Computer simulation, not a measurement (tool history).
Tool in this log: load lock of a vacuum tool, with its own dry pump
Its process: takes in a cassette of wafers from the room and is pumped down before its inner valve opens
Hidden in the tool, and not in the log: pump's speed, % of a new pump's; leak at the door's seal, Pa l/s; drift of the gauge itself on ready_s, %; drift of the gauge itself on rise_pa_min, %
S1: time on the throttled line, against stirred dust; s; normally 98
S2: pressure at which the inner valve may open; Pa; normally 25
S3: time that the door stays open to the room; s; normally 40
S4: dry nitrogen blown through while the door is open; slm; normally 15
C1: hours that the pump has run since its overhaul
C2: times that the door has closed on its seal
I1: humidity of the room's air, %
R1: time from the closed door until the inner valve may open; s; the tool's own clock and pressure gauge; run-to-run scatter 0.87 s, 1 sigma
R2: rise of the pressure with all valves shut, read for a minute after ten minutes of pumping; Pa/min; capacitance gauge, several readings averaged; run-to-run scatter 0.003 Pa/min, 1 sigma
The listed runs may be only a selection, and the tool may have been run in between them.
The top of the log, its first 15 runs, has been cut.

run,hour,S1,S2,S3,S4,C1,C2,I1,R1,R2
16,6106.4,170,25,40,15,10954,18694,45.0,198.5,0.037
17,6580.8,186,36,40,15,11428,19566,43.4,211.1,0.034
18,7154.9,99,50,28,13,12002,20621,44.7,132.5,0.034
19,7710.7,99,50,28,13,12558,21642,42.6,131.9,0.030
20,8003.2,99,50,28,13,12851,22180,42.2,133.4,0.029
21,8287.0,99,50,28,5,13134,22701,46.3,133.2,0.044
22,8550.8,101,40,227,17,13398,23186,45.5,135.4,0.076
23,8957.2,153,25,70,13,13805,23933,46.8,186.2,0.052
24,9300.8,68,25,54,15,14148,24564,41.8,111.1,0.037
25,9639.6,157,38,42,15,14487,25187,47.0,186.5,0.037
26,9891.4,157,38,42,15,14739,25650,42.0,184.6,0.034
27,10134.7,157,38,42,15,14982,26097,39.8,184.0,0.031
28,10408.5,81,23,46,15,15256,26600,44.8,122.5,0.034
# hour 10499.7: dry pump taken out, an overhauled one fitted
29,10846.9,98,42,32,15,347,27395,44.4,135.0,0.032
30,11129.9,98,42,32,15,630,27915,44.2,133.7,0.031
31,11375.1,98,42,32,15,875,28365,42.2,134.7,0.026
32,11866.0,86,25,40,8,1366,29268,46.9,126.2,0.046

Branching from run 32: 5 alternative next runs. What would each branch give?
A,12204.0,86,32,40,21,1704,29889,49.3,?,?
B,12204.0,86,25,98,8,1704,29889,44.2,?,?
C,12204.0,98,25,40,13,1704,29889,46.7,?,?
D,12204.0,193,25,40,8,1704,29889,44.6,?,?
E,12204.0,86,24,94,5,1704,29889,42.7,?,?

run,R1,R2
A,125.0,0.035
B,127.8,0.056
C,136.7,0.034
D,218.8,0.044
E,126.4,0.065
Without the tool's unlogged condition, the same runs would have read:
run,R1,R2
A,125.0,0.034
B,127.8,0.055
C,136.7,0.034
D,218.8,0.043
E,126.4,0.065

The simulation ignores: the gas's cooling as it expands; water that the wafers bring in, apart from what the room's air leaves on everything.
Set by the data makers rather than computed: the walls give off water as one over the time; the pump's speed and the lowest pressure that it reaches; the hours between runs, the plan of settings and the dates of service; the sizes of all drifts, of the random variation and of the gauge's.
